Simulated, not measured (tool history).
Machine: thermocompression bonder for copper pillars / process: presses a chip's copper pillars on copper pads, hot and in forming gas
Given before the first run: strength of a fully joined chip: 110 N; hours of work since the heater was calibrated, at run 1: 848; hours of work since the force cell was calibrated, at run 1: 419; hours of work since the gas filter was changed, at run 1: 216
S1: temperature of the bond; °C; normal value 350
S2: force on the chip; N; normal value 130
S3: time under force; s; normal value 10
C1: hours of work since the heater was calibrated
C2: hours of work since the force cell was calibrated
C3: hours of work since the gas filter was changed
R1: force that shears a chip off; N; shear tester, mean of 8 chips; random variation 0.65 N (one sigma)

run   hour   S1   S2  S3    C1   C2   C3    R1
  1    0.0  350  130  10   848  419  216  37.1
  2   15.1  350  130  10   855  425  223  38.0
  3   36.3  350  130  10   864  434  232  38.2
  4   64.3  350  130  10   876  446  244  37.2
  5   96.9  350  130  10   889  460  257  38.6
  6  127.0  350  130  10   902  472  270  38.1
  7  148.4  350  130  10   911  481  279  37.0
  8  163.5  350  130  10   918  488  286  37.3
  9  187.3  350  130  10   928  498  296  38.3
 10  220.7  350  130  10   942  512  310  36.6
 11  246.4  350  130  10   953  523  321  36.5
 12  270.7  350  153  10   963  533  331  39.2
 13  301.2  350  153  10   976  546  344  39.8
 14  322.0  350  153  10   985  555  353  39.8
 15  353.2  330   78  10   998  568  366  21.3
 16  375.0  330   78  10  1007  577  375  22.2
 17  399.8  356  130  10  1018  588  386  37.8
 18  430.2  377   94  23  1030  601  399  51.0
 19  460.0  331  133   6  1043  613  411  25.0
 20  477.9  361  130   6  1051  621  419  32.0

Run 21, settings as shown, results not yet in. Your forecast:
 21  498.3  370  117  10  1059  630  427   ?

{"run 21": {"R1": 40.1}}
Were there no unlogged condition in the tool, this run, its random variation unchanged, would have produced R1 46.9 N.

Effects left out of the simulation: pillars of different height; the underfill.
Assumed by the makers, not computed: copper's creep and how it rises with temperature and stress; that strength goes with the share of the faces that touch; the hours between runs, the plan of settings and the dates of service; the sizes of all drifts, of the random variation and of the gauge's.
